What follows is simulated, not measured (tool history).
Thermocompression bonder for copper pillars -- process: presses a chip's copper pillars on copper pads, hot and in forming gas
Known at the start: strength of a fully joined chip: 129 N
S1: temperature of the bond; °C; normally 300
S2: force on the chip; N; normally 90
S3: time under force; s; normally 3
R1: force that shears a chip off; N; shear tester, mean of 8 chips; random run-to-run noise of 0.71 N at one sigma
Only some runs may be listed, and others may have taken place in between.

| run | hour | S1 | S2 | S3 | R1 |
|---|---|---|---|---|---|
| 1 | 0 | 300 | 90 | 3 | 45.4 |
| 2 | 18.8 | 300 | 90 | 3 | 44.7 |
| 3 | 30.5 | 283 | 90 | 3 | 35.2 |
| 4 | 53.4 | 329 | 90 | 3 | 63.8 |
| 5 | 69.1 | 329 | 90 | 3 | 63.3 |
| 6 | 85.5 | 328 | 90 | 3 | 63.1 |
| 7 | 105.9 | 300 | 60 | 3 | 32.9 |
| 8 | 120 | 300 | 90 | 3 | 45 |
| 9 | 145 | 327 | 90 | 3 | 63.2 |
| 10 | 162.2 | 300 | 90 | 4 | 50.4 |
| 11 | 173.7 | 300 | 90 | 4 | 48.7 |
| 12 | 190.5 | 300 | 90 | 6 | 57.2 |
| 13 | 213.2 | 300 | 90 | 3 | 44.5 |
| 14 | 236.1 | 300 | 90 | 3 | 43.4 |
| 15 | 254.9 | 300 | 90 | 3 | 43.8 |
| 16 | 271.1 | 316 | 90 | 3 | 53.4 |
| 17 | 292.6 | 316 | 90 | 3 | 53.5 |
| 18 | 315.6 | 300 | 90 | 3 | 43.7 |
| 19 | 332.1 | 300 | 90 | 3 | 41.6 |
| 20 | 353.7 | 310 | 90 | 3 | 48.8 |
| 21 | 381.3 | 300 | 67 | 3 | 34 |
|  | 385 | heater calibrated with a thermocouple chip |
| 22 | 407.5 | 315 | 114 | 5 | 68.7 |
| 23 | 425.1 | 315 | 114 | 5 | 67.4 |
|  | 443.2 | forming gas filter changed |
| 24 | 451.2 | 315 | 114 | 5 | 71.4 |
| 25 | 470.8 | 284 | 83 | 2 | 24.7 |
|  | 485.4 | heater calibrated with a thermocouple chip, once more |
| 26 | 496.1 | 284 | 83 | 2 | 32.6 |
| 27 | 513.8 | 274 | 133 | 2 | 39.5 |
| 28 | 541.8 | 274 | 133 | 2 | 38.7 |
| 29 | 568.5 | 314 | 102 | 2 | 55 |
| 30 | 583.8 | 288 | 92 | 3 | 43.5 |
| 31 | 603.9 | 288 | 92 | 3 | 41.3 |
| 32 | 629.3 | 288 | 131 | 3 | 53.6 |
| 33 | 642.7 | 288 | 117 | 3 | 50.2 |
| 34 | 666 | 302 | 88 | 2 | 42.6 |
| 35 | 693.9 | 272 | 66 | 7 | 37.5 |
| 36 | 709.1 | 272 | 66 | 7 | 38 |
| 37 | 726.5 | 272 | 65 | 8 | 38.7 |
| 38 | 741 | 272 | 65 | 8 | 38.1 |
| 39 | 760.7 | 300 | 67 | 2 | 34.8 |

Below are 4 alternative next runs, each starting from the tool's condition after run 39. Predict each:
| A | 783.9 | 318 | 67 | 2 | ? |
| B | 783.9 | 300 | 77 | 2 | ? |
| C | 783.9 | 324 | 82 | 2 | ? |
| D | 783.9 | 322 | 89 | 3 | ? |

| run | R1 |
|---|---|
| A | 43.1 |
| B | 37.6 |
| C | 52.4 |
| D | 63.7 |
Without the tool's unlogged condition, the same runs would have read:
| run | R1 |
|---|---|
| A | 44.1 |
| B | 38.5 |
| C | 53.6 |
| D | 65.2 |
